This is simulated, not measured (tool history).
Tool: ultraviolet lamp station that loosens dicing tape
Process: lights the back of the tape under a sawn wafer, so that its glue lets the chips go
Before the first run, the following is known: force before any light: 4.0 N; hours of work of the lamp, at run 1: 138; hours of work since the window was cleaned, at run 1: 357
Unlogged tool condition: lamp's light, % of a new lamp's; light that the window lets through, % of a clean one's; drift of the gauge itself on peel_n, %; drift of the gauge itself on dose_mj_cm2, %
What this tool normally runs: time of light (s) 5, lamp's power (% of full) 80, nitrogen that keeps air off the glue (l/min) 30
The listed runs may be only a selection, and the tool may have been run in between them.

run	day	time of light (s)	lamp's power (% of full)	nitrogen that keeps air off the glue (l/min)	hours of work of the lamp	hours of work since the window was cleaned	force that peels the tape off (N)	light that reached the tape (mJ/cm2)
1	0	5	80	30	138	357	0.51	339
2	0.658	5	80	30	144	364	0.513	341
3	1.354	5	80	23	151	370	0.543	339
4	1.754	5	80	23	155	374	0.533	338
5	2.467	5	80	23	162	381	0.544	339
6	3.108	5	80	20	168	388	0.567	346
7	3.796	5	80	20	175	394	0.582	341
8	4.462	5	79	20	182	401	0.588	333
9	5.1	5	79	20	188	407	0.58	339
10	5.496	5	80	30	192	411	0.515	338
11	5.871	5	80	30	195	415	0.503	344
12	6.625	5	80	30	203	422	0.51	340
13	7.379	5	80	30	210	430	0.493	341
14	8.038	5	80	30	217	436	0.513	337
15	8.771	7	80	30	224	443	0.328	474
16	9.238	3	89	36	228	448	0.84	230
17	9.975	6	85	38	236	455	0.364	431
18	10.654	9	62	50	242	462	0.309	470
19	11.329	5	94	19	249	468	0.481	404
20	12.121	3	79	56	257	476	0.916	203
21	12.471	2	79	13	260	480	1.878	136
22	12.979	2	79	13	265	485	1.82	134
23	13.533	2	70	24	271	490	1.759	120
24	13.942	2	70	27	275	494	1.777	119
25	14.267	3	86	43	278	497	0.841	221
26	14.962	3	84	24	285	504	1.008	216
27	15.546	6	80	20	290	510	0.453	414
28	16.179	8	71	33	297	516	0.305	484

Below are 5 alternative next runs, each starting from the tool's condition after run 28. Predict each:
A	16.683	5	69	30	302	521	?	?
B	16.683	8	82	11	302	521	?	?
C	16.683	8	76	45	302	521	?	?
D	16.683	5	80	30	302	521	?	?
E	16.683	5	80	10	302	521	?	?

run	force that peels the tape off (N)	light that reached the tape (mJ/cm2)
A	0.641	294
B	0.361	566
C	0.295	522
D	0.501	343
E	0.695	338
The same runs, with their run-to-run variation unchanged, on a tool lacking any hidden condition would have given:
run	force that peels the tape off (N)	light that reached the tape (mJ/cm2)
A	0.64	295
B	0.36	567
C	0.295	522
D	0.501	343
E	0.694	339
